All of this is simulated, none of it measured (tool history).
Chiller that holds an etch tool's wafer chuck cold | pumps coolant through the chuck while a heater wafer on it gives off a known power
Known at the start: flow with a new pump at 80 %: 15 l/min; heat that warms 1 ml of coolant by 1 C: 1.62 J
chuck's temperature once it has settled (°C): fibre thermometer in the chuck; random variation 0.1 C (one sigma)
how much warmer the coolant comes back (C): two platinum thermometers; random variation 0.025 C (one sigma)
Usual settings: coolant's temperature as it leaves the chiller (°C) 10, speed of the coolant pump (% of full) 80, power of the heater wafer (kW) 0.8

| run | hour | coolant's temperature as it leaves the chiller (°C) | speed of the coolant pump (% of full) | power of the heater wafer (kW) | chuck's temperature once it has settled (°C) | how much warmer the coolant comes back (C) |
|---|---|---|---|---|---|---|
| 1 | 0 | 10 | 80 | 0.8 | 17.8 | 2.02 |
| 2 | 71.1 | 10 | 80 | 0.8 | 17.6 | 2.05 |
| 3 | 123.8 | 10 | 80 | 0.8 | 17.9 | 2.04 |
| 4 | 179.8 | 10 | 80 | 0.8 | 17.9 | 2.07 |
| 5 | 251.4 | 10 | 80 | 0.8 | 17.7 | 2.07 |
| 6 | 294.1 | 6 | 80 | 0.8 | 13.9 | 2.06 |
| 7 | 364.3 | 17 | 80 | 0.8 | 24.9 | 2.08 |
| 8 | 419.4 | 10 | 80 | 0.8 | 18 | 2.09 |
| 9 | 492.9 | 10 | 80 | 0.521 | 15 | 1.31 |
| 10 | 527.8 | 10 | 80 | 0.521 | 15.1 | 1.35 |
| 11 | 605.2 | 10 | 80 | 0.521 | 15.2 | 1.33 |
| 12 | 641.2 | 17 | 80 | 0.521 | 22.2 | 1.38 |
|  | 675.9 | coolant changed, channels flushed |
| 13 | 700 | 1 | 67 | 0.449 | 5.2 | 1.38 |
| 14 | 776.3 | 1 | 67 | 0.449 | 5.2 | 1.42 |
| 15 | 848.1 | 15 | 67 | 0.449 | 19.2 | 1.35 |
| 16 | 886.3 | 15 | 67 | 0.449 | 19.4 | 1.35 |
| 17 | 941.5 | 15 | 80 | 1.103 | 24.5 | 2.87 |
| 18 | 1006.4 | 10 | 79 | 0.8 | 16.8 | 2.08 |
| 19 | 1066 | 10 | 65 | 0.422 | 14.2 | 1.35 |
| 20 | 1111.5 | 10 | 74 | 0.778 | 17.2 | 2.18 |
| 21 | 1180.7 | 5 | 78 | 0.554 | 9.7 | 1.54 |
| 22 | 1213.9 | 0 | 78 | 0.431 | 3.6 | 1.17 |

Forecast each of these 5 alternatives for the next run:
| A | 1268.2 | 16 | 67 | 0.885 | ? | ? |
| B | 1268.2 | 0 | 88 | 0.431 | ? | ? |
| C | 1268.2 | 0 | 64 | 0.431 | ? | ? |
| D | 1268.2 | 19 | 91 | 1.089 | ? | ? |
| E | 1268.2 | 10 | 79 | 0.511 | ? | ? |

| run | chuck's temperature once it has settled (°C) | how much warmer the coolant comes back (C) |
|---|---|---|
| A | 24.5 | 2.79 |
| B | 3.6 | 1.02 |
| C | 3.9 | 1.36 |
| D | 28 | 2.55 |
| E | 14.3 | 1.38 |
Without the tool's hidden state the same runs would have given:
| run | chuck's temperature once it has settled (°C) | how much warmer the coolant comes back (C) |
|---|---|---|
| A | 24.3 | 2.64 |
| B | 3.6 | 0.96 |
| C | 4 | 1.28 |
| D | 27.7 | 2.4 |
| E | 14.3 | 1.31 |
